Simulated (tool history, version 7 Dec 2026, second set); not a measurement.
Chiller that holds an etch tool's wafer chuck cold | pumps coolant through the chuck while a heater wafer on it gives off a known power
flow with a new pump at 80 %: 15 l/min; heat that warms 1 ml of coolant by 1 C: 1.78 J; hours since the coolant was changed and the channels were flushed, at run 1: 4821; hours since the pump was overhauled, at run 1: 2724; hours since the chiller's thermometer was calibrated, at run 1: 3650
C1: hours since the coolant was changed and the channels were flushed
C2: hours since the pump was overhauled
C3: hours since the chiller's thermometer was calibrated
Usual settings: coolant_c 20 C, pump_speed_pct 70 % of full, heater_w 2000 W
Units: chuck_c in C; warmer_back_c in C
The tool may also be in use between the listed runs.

{"run": 1, "hour": 0.0, "coolant_c": 20, "pump_speed_pct": 70, "heater_w": 2000, "C1": 4821, "C2": 2724, "C3": 3650, "chuck_c": 33.8, "warmer_back_c": 5.28}
{"hour": 23.1, "done": "coolant changed, channels flushed"}
{"run": 2, "hour": 186.9, "coolant_c": 20, "pump_speed_pct": 81, "heater_w": 2000, "C1": 164, "C2": 2905, "C3": 3831, "chuck_c": 32.3, "warmer_back_c": 4.45}
{"run": 3, "hour": 390.1, "coolant_c": 20, "pump_speed_pct": 81, "heater_w": 2000, "C1": 367, "C2": 3108, "C3": 4034, "chuck_c": 32.3, "warmer_back_c": 4.42}
{"run": 4, "hour": 484.4, "coolant_c": 20, "pump_speed_pct": 70, "heater_w": 2000, "C1": 461, "C2": 3202, "C3": 4128, "chuck_c": 33.9, "warmer_back_c": 5.23}
{"run": 5, "hour": 594.5, "coolant_c": 20, "pump_speed_pct": 70, "heater_w": 2000, "C1": 571, "C2": 3312, "C3": 4238, "chuck_c": 33.7, "warmer_back_c": 5.3}
{"run": 6, "hour": 779.5, "coolant_c": 20, "pump_speed_pct": 70, "heater_w": 2000, "C1": 756, "C2": 3497, "C3": 4423, "chuck_c": 33.7, "warmer_back_c": 5.24}
{"run": 7, "hour": 908.2, "coolant_c": 21, "pump_speed_pct": 70, "heater_w": 2000, "C1": 885, "C2": 3626, "C3": 4552, "chuck_c": 34.5, "warmer_back_c": 5.23}
{"run": 8, "hour": 1048.1, "coolant_c": 20, "pump_speed_pct": 74, "heater_w": 2000, "C1": 1025, "C2": 3766, "C3": 4692, "chuck_c": 33.2, "warmer_back_c": 4.92}
{"run": 9, "hour": 1235.7, "coolant_c": 20, "pump_speed_pct": 74, "heater_w": 2000, "C1": 1213, "C2": 3954, "C3": 4880, "chuck_c": 33.0, "warmer_back_c": 4.95}
{"run": 10, "hour": 1391.2, "coolant_c": 20, "pump_speed_pct": 70, "heater_w": 2000, "C1": 1368, "C2": 4109, "C3": 5035, "chuck_c": 33.8, "warmer_back_c": 5.14}
{"run": 11, "hour": 1485.5, "coolant_c": 20, "pump_speed_pct": 70, "heater_w": 2000, "C1": 1462, "C2": 4203, "C3": 5129, "chuck_c": 33.7, "warmer_back_c": 5.17}
{"run": 12, "hour": 1646.0, "coolant_c": 20, "pump_speed_pct": 70, "heater_w": 2000, "C1": 1623, "C2": 4364, "C3": 5290, "chuck_c": 33.7, "warmer_back_c": 5.18}
{"run": 13, "hour": 1797.9, "coolant_c": 28, "pump_speed_pct": 70, "heater_w": 2000, "C1": 1775, "C2": 4516, "C3": 5442, "chuck_c": 41.7, "warmer_back_c": 5.26}
{"run": 14, "hour": 1904.6, "coolant_c": 28, "pump_speed_pct": 70, "heater_w": 2000, "C1": 1882, "C2": 4623, "C3": 5549, "chuck_c": 41.7, "warmer_back_c": 5.28}
{"run": 15, "hour": 2129.6, "coolant_c": 28, "pump_speed_pct": 70, "heater_w": 2000, "C1": 2106, "C2": 4848, "C3": 5774, "chuck_c": 41.8, "warmer_back_c": 5.23}
{"hour": 2254.8, "done": "chiller's thermometer calibrated"}
{"run": 16, "hour": 2295.3, "coolant_c": 20, "pump_speed_pct": 70, "heater_w": 2000, "C1": 2271, "C2": 5012, "C3": 41, "chuck_c": 33.7, "warmer_back_c": 5.28}
{"run": 17, "hour": 2399.6, "coolant_c": 20, "pump_speed_pct": 70, "heater_w": 2000, "C1": 2376, "C2": 5117, "C3": 145, "chuck_c": 33.9, "warmer_back_c": 5.25}
{"run": 18, "hour": 2584.6, "coolant_c": 18, "pump_speed_pct": 60, "heater_w": 1086, "C1": 2560, "C2": 5301, "C3": 330, "chuck_c": 26.3, "warmer_back_c": 3.38}
{"run": 19, "hour": 2792.8, "coolant_c": 18, "pump_speed_pct": 60, "heater_w": 1086, "C1": 2769, "C2": 5510, "C3": 538, "chuck_c": 26.4, "warmer_back_c": 3.34}
{"run": 20, "hour": 2996.8, "coolant_c": 20, "pump_speed_pct": 86, "heater_w": 2000, "C1": 2973, "C2": 5714, "C3": 742, "chuck_c": 31.8, "warmer_back_c": 4.1}
{"run": 21, "hour": 3120.1, "coolant_c": 20, "pump_speed_pct": 86, "heater_w": 2000, "C1": 3096, "C2": 5837, "C3": 865, "chuck_c": 31.9, "warmer_back_c": 4.13}
{"run": 22, "hour": 3265.5, "coolant_c": 21, "pump_speed_pct": 86, "heater_w": 1335, "C1": 3241, "C2": 5982, "C3": 1011, "chuck_c": 28.9, "warmer_back_c": 2.78}
{"run": 23, "hour": 3433.9, "coolant_c": 20, "pump_speed_pct": 70, "heater_w": 1407, "C1": 3410, "C2": 6151, "C3": 1179, "chuck_c": 29.6, "warmer_back_c": 3.73}
{"run": 24, "hour": 3539.2, "coolant_c": 20, "pump_speed_pct": 70, "heater_w": 1918, "C1": 3515, "C2": 6256, "C3": 1284, "chuck_c": 33.1, "warmer_back_c": 5.09}
{"run": 25, "hour": 3663.4, "coolant_c": 19, "pump_speed_pct": 70, "heater_w": 2932, "C1": 3639, "C2": 6380, "C3": 1409, "chuck_c": 39.0, "warmer_back_c": 7.73}
{"run": 26, "hour": 3784.4, "coolant_c": 28, "pump_speed_pct": 88, "heater_w": 2932, "C1": 3760, "C2": 6501, "C3": 1530, "chuck_c": 45.0, "warmer_back_c": 5.96}
{"run": 27, "hour": 3946.6, "coolant_c": 28, "pump_speed_pct": 88, "heater_w": 2932, "C1": 3922, "C2": 6664, "C3": 1692, "chuck_c": 45.1, "warmer_back_c": 5.9}
{"hour": 4069.2, "done": "coolant pump overhauled"}
{"run": 28, "hour": 4118.3, "coolant_c": 28, "pump_speed_pct": 88, "heater_w": 2932, "C1": 4089, "C2": 49, "C3": 1858, "chuck_c": 45.1, "warmer_back_c": 5.87}
{"run": 29, "hour": 4216.6, "coolant_c": 20, "pump_speed_pct": 66, "heater_w": 1623, "C1": 4187, "C2": 147, "C3": 1957, "chuck_c": 31.6, "warmer_back_c": 4.5}
{"run": 30, "hour": 4348.9, "coolant_c": 23, "pump_speed_pct": 63, "heater_w": 2192, "C1": 4320, "C2": 280, "C3": 2089, "chuck_c": 39.3, "warmer_back_c": 6.46}
{"run": 31, "hour": 4495.6, "coolant_c": 23, "pump_speed_pct": 63, "heater_w": 2192, "C1": 4466, "C2": 426, "C3": 2236, "chuck_c": 39.4, "warmer_back_c": 6.52}
{"run": 32, "hour": 4627.3, "coolant_c": 24, "pump_speed_pct": 85, "heater_w": 2030, "C1": 4598, "C2": 558, "C3": 2367, "chuck_c": 36.0, "warmer_back_c": 4.27}
{"run": 33, "hour": 4739.8, "coolant_c": 13, "pump_speed_pct": 66, "heater_w": 1005, "C1": 4711, "C2": 671, "C3": 2480, "chuck_c": 20.4, "warmer_back_c": 2.78}

Hidden state at the last listed run before each entry between runs and at the first one after, where it differs:
Between runs 1 and 2: coolant changed, channels flushed (hour 23.1)
  heat passed by the chuck's channels, % of clean ones': 99.8 -> 100; flow at a given pump speed, % of a new pump's: 100 -> 99.9
Between runs 15 and 16: chiller's thermometer calibrated (hour 2254.8)
  coolant's true temperature over the reading, C: -0.01 -> 0
Between runs 27 and 28: coolant pump overhauled (hour 4069.2)
  flow at a given pump speed, % of a new pump's: 99.9 -> 100
